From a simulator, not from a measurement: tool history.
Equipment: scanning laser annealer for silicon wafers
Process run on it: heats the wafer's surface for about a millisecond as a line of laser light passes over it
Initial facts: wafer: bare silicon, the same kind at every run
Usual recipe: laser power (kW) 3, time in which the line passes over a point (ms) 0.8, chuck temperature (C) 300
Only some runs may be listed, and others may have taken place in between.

run    day  laser power (kW)  time in which the line passes over a point (ms)  chuck temperature (C)  highest temperature of the surface (C)
  1      0                 3                                              0.8                    300                                    1037
  2  0.392                 3                                              0.8                    300                                    1032
  3  0.671                 3                                              0.8                    300                                    1038
  4  0.946                 3                                              0.8                    300                                    1032
  5  1.154                 3                                              0.8                    300                                    1033
  6  1.412                 3                                              0.8                    300                                    1032
  7  1.579                 3                                              0.8                    300                                    1035
  8  1.796                 3                                              0.8                    300                                    1036
  9  2.046                 3                                              0.8                    300                                    1030
 10  2.312                 3                                              0.8                    300                                    1034
 11  2.612             2.957                                              0.8                    300                                    1019
 12    2.9             2.957                                              0.8                    300                                    1020
 13  3.283             3.171                                              0.8                    300                                    1083
 14  3.646             3.171                                              0.8                    300                                    1084
 15  4.021             3.171                                              0.8                    300                                    1087
 16  4.308             3.171                                              0.8                    300                                    1081
 17  4.529             3.106                                            0.799                    300                                    1065
 18  4.796             3.106                                            0.799                    300                                    1066
 19  4.979             3.249                                            0.697                    300                                    1057
 20  5.271             3.249                                            0.697                    300                                    1054
 21  5.608             3.249                                            0.697                    300                                    1056
 22  5.825                 3                                              0.8                    330                                    1060
 23  6.029             2.668                                              0.8                    300                                     929
 24  6.342             2.668                                            0.967                    280                                     967
 25  6.675             3.055                                             0.62                    303                                     964
 26  6.962             3.181                                             0.62                    303                                    1003
 27  7.292             3.181                                            0.918                    294                                    1127

Consider 5 possible next runs. They are alternatives, not a sequence: every one starts from the tool as it was left by run 27. What does each give?
  A  7.592             2.995                                            0.674                    316                                       ?
  B  7.592             2.625                                            0.626                    272                                       ?
  C  7.592             2.739                                            0.569                    282                                       ?
  D  7.592              3.25                                             0.59                    280                                       ?
  E  7.592             2.739                                              0.8                    261                                       ?

run  highest temperature of the surface (C)
  A                                     988
  B                                     824
  C                                     840
  D                                     977
  E                                     913
With no hidden state in the tool, these same runs would have given:
run  highest temperature of the surface (C)
  A                                    1003
  B                                     837
  C                                     853
  D                                     993
  E                                     928
